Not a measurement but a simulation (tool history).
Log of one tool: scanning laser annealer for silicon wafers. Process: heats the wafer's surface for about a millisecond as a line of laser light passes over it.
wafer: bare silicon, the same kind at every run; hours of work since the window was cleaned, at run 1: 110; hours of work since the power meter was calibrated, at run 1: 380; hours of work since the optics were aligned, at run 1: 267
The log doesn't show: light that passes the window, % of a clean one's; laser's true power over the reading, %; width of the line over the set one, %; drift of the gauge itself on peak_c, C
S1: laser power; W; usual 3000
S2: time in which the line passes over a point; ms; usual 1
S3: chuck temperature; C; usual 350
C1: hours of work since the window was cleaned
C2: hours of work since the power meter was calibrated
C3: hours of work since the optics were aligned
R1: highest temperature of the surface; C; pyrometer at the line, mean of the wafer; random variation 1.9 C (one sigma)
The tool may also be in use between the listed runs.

{"run": 1, "hour": 0.0, "S1": 3000, "S2": 1, "S3": 350, "C1": 110, "C2": 380, "C3": 267, "R1": 1124}
{"run": 2, "hour": 69.7, "S1": 3000, "S2": 1, "S3": 350, "C1": 147, "C2": 418, "C3": 305, "R1": 1122}
{"run": 3, "hour": 134.0, "S1": 3140, "S2": 1, "S3": 350, "C1": 182, "C2": 453, "C3": 340, "R1": 1164}
{"run": 4, "hour": 184.0, "S1": 2635, "S2": 1, "S3": 350, "C1": 209, "C2": 480, "C3": 367, "R1": 1004}
{"run": 5, "hour": 221.1, "S1": 3000, "S2": 1, "S3": 341, "C1": 230, "C2": 500, "C3": 387, "R1": 1113}
{"run": 6, "hour": 255.4, "S1": 3000, "S2": 1, "S3": 341, "C1": 248, "C2": 519, "C3": 406, "R1": 1108}
{"run": 7, "hour": 325.4, "S1": 3000, "S2": 1, "S3": 350, "C1": 286, "C2": 557, "C3": 444, "R1": 1117}
{"run": 8, "hour": 375.6, "S1": 3000, "S2": 1, "S3": 350, "C1": 314, "C2": 584, "C3": 471, "R1": 1120}
{"run": 9, "hour": 436.8, "S1": 2735, "S2": 0.94, "S3": 350, "C1": 347, "C2": 617, "C3": 504, "R1": 1007}
{"run": 10, "hour": 478.0, "S1": 2735, "S2": 0.94, "S3": 350, "C1": 369, "C2": 639, "C3": 527, "R1": 1005}
{"run": 11, "hour": 521.9, "S1": 3128, "S2": 1, "S3": 350, "C1": 393, "C2": 663, "C3": 551, "R1": 1150}

Forecast run 12:
{"run": 12, "hour": 600.1, "S1": 3000, "S2": 1, "S3": 385, "C1": 435, "C2": 706, "C3": 593, "R1": "?"}

Run 12 gave R1 1145 C.
Without the tool's hidden state the same run would have given R1 1170 C.
